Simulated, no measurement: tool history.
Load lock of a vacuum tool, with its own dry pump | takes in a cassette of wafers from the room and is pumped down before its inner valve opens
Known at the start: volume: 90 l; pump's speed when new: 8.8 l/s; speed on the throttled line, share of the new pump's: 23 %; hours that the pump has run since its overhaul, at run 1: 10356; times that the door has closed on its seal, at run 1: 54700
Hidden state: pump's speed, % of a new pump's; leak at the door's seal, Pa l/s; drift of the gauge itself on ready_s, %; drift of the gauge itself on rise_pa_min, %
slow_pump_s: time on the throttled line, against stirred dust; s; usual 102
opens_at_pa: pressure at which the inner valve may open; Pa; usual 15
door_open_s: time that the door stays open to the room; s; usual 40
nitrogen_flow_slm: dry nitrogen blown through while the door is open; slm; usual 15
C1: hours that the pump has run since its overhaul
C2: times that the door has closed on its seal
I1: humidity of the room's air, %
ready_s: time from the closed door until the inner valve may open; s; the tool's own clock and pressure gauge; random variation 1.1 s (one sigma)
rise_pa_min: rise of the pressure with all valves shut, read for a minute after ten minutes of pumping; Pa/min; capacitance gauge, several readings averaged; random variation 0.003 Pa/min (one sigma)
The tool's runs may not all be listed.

Run 1, day 0: usual settings; C1 10356; C2 54700; I1 47.1. Result: ready_s 191.9 s, rise_pa_min 0.244 Pa/min.
Run 2, day 18.321: usual settings; C1 10796; C2 56417; I1 41.2. Result: ready_s 192.7 s, rise_pa_min 0.254 Pa/min.
At day 22.917: dry pump taken out, an overhauled one fitted.
Run 3, day 33.196: usual settings; C1 247; C2 57788; I1 40.9. Result: ready_s 170.9 s, rise_pa_min 0.269 Pa/min.
Run 4, day 51.571: usual settings; C1 688; C2 59511; I1 39.2. Result: ready_s 170.8 s, rise_pa_min 0.28 Pa/min.
At day 59.338: door's seal changed, seat wiped.
Run 5, day 68.175: usual settings; C1 1085; C2 828; I1 44.7. Result: ready_s 170.1 s, rise_pa_min 0.027 Pa/min.
Run 6, day 86.208: usual settings but nitrogen_flow_slm 23 slm; C1 1517; C2 2519; I1 44.5. Result: ready_s 169.2 s, rise_pa_min 0.025 Pa/min.
Run 7, day 103.612: usual settings but slow_pump_s 54 s; C1 1935; C2 4150; I1 45.3. Result: ready_s 135 s, rise_pa_min 0.038 Pa/min.
Run 8, day 121.233: usual settings but slow_pump_s 54 s; C1 2358; C2 5802; I1 44.5. Result: ready_s 136.6 s, rise_pa_min 0.034 Pa/min.
Run 9, day 130.038: usual settings but slow_pump_s 54 s; C1 2569; C2 6628; I1 41.8. Result: ready_s 136.8 s, rise_pa_min 0.04 Pa/min.
Run 10, day 148.754: usual settings but slow_pump_s 202 s, opens_at_pa 12 Pa, door_open_s 85 s, nitrogen_flow_slm 20 slm; C1 3019; C2 8382; I1 46.3. Result: ready_s 252.4 s, rise_pa_min 0.061 Pa/min.
Run 11, day 160.296: usual settings but slow_pump_s 134 s, opens_at_pa 13 Pa, door_open_s 85 s, nitrogen_flow_slm 20 slm; C1 3296; C2 9464; I1 43.8. Result: ready_s 198.9 s, rise_pa_min 0.053 Pa/min.
Run 12, day 177.208: usual settings but slow_pump_s 134 s, opens_at_pa 13 Pa, door_open_s 85 s, nitrogen_flow_slm 20 slm; C1 3701; C2 11050; I1 48.1. Result: ready_s 200.6 s, rise_pa_min 0.065 Pa/min.
Run 13, day 193.408: usual settings but slow_pump_s 76 s, opens_at_pa 19 Pa, door_open_s 161 s, nitrogen_flow_slm 40 slm; C1 4090; C2 12568; I1 41.5. Result: ready_s 153.5 s, rise_pa_min 0.074 Pa/min.
Run 14, day 205.817: usual settings but slow_pump_s 62 s, opens_at_pa 18 Pa, door_open_s 33 s, nitrogen_flow_slm 40 slm; C1 4388; C2 13731; I1 44.5. Result: ready_s 144.1 s, rise_pa_min 0.04 Pa/min.
Run 15, day 222.921: usual settings but slow_pump_s 118 s, opens_at_pa 12 Pa, door_open_s 41 s, nitrogen_flow_slm 34 slm; C1 4799; C2 15335; I1 43.9. Result: ready_s 190.4 s, rise_pa_min 0.048 Pa/min.
Run 16, day 231.638: usual settings but slow_pump_s 118 s, opens_at_pa 22 Pa, door_open_s 90 s, nitrogen_flow_slm 34 slm; C1 5008; C2 16152; I1 45.7. Result: ready_s 184.4 s, rise_pa_min 0.069 Pa/min.

Forecast each of these 4 alternatives for the next run:
Run A, day 248.421: usual settings but slow_pump_s 110 s, opens_at_pa 18 Pa, nitrogen_flow_slm 16 slm; C1 5411; C2 17726; I1 44. Result: ready_s ?, rise_pa_min ?.
Run B, day 248.421: usual settings but slow_pump_s 182 s, opens_at_pa 21 Pa; C1 5411; C2 17726; I1 42.7. Result: ready_s ?, rise_pa_min ?.
Run C, day 248.421: usual settings but opens_at_pa 25 Pa, door_open_s 26 s, nitrogen_flow_slm 9 slm; C1 5411; C2 17726; I1 40.6. Result: ready_s ?, rise_pa_min ?.
Run D, day 248.421: usual settings but opens_at_pa 19 Pa, door_open_s 183 s; C1 5411; C2 17726; I1 42.8. Result: ready_s ?, rise_pa_min ?.

run  ready_s  rise_pa_min
  A    183.2        0.058
  B    234.5        0.061
  C    172.1        0.058
  D    175.8        0.118
Without the tool's hidden state the same runs would have given:
run  ready_s  rise_pa_min
  A    174.5        0.024
  B    228.3        0.027
  C    163.7        0.023
  D      167        0.084

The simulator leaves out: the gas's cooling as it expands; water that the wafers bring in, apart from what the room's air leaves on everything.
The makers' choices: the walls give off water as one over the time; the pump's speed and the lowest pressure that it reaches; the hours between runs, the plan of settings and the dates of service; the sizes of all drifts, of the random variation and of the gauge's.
